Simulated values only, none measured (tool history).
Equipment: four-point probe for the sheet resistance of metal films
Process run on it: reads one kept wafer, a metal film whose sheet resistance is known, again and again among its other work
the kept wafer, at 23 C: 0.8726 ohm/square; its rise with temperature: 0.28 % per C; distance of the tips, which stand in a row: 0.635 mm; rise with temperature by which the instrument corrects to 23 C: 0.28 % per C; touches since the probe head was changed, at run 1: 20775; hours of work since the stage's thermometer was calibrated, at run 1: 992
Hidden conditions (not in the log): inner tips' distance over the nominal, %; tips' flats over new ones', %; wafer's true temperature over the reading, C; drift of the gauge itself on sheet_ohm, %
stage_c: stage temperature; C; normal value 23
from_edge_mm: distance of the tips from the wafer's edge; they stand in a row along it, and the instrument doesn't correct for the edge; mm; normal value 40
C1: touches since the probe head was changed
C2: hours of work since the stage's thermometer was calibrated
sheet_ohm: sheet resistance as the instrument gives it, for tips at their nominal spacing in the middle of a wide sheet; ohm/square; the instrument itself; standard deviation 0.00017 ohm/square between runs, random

Run 1, hour 0.0: usual settings; C1 20775; C2 992. Result: sheet_ohm 0.879252 ohm/square.
Run 2, hour 24.7: usual settings but stage_c 27 C; C1 21774; C2 1004. Result: sheet_ohm 0.879239 ohm/square.
Run 3, hour 59.6: usual settings but stage_c 27 C, from_edge_mm 13 mm; C1 23185; C2 1019. Result: sheet_ohm 0.880568 ohm/square.
Run 4, hour 93.0: usual settings but stage_c 27 C, from_edge_mm 13 mm; C1 24535; C2 1034. Result: sheet_ohm 0.880433 ohm/square.
Run 5, hour 119.5: usual settings; C1 25607; C2 1047. Result: sheet_ohm 0.879242 ohm/square.
Run 6, hour 147.9: usual settings; C1 26754; C2 1059. Result: sheet_ohm 0.879362 ohm/square.
Run 7, hour 181.3: usual settings; C1 28104; C2 1074. Result: sheet_ohm 0.879530 ohm/square.
Run 8, hour 204.3: usual settings but stage_c 26 C, from_edge_mm 49 mm; C1 29035; C2 1085. Result: sheet_ohm 0.879770 ohm/square.
Run 9, hour 233.6: usual settings but from_edge_mm 11 mm; C1 30220; C2 1098. Result: sheet_ohm 0.881026 ohm/square.
Run 10, hour 266.8: usual settings but stage_c 24 C, from_edge_mm 8 mm; C1 31564; C2 1113. Result: sheet_ohm 0.882557 ohm/square.
Run 11, hour 282.1: usual settings but stage_c 24 C, from_edge_mm 23 mm; C1 32182; C2 1120. Result: sheet_ohm 0.880384 ohm/square.
Run 12, hour 314.9: usual settings but stage_c 24 C, from_edge_mm 6 mm; C1 33505; C2 1135. Result: sheet_ohm 0.884998 ohm/square.
Run 13, hour 333.5: usual settings but stage_c 24 C, from_edge_mm 6 mm; C1 34259; C2 1143. Result: sheet_ohm 0.885182 ohm/square.
Run 14, hour 360.5: usual settings but stage_c 33 C, from_edge_mm 3 mm; C1 35353; C2 1156. Result: sheet_ohm 0.900649 ohm/square.

Predict each of these 5 candidate next runs independently; none follows another, all start after run 14:
Run A, hour 379.9: usual settings but stage_c 20 C, from_edge_mm 3 mm; C1 36137; C2 1165. Result: sheet_ohm ?.
Run B, hour 379.9: usual settings but from_edge_mm 3 mm; C1 36137; C2 1165. Result: sheet_ohm ?.
Run C, hour 379.9: usual settings but stage_c 18 C, from_edge_mm 45 mm; C1 36137; C2 1165. Result: sheet_ohm ?.
Run D, hour 379.9: usual settings but stage_c 28 C, from_edge_mm 14 mm; C1 36137; C2 1165. Result: sheet_ohm ?.
Run E, hour 379.9: usual settings but stage_c 32 C; C1 36137; C2 1165. Result: sheet_ohm ?.

run  sheet_ohm
  A   0.900644
  B   0.900699
  C   0.879372
  D   0.880813
  E   0.880035
The same runs, with their run-to-run variation unchanged, on a tool lacking any hidden condition would have given:
run  sheet_ohm
  A   0.893209
  B   0.893255
  C   0.872102
  D   0.873507
  E   0.872726
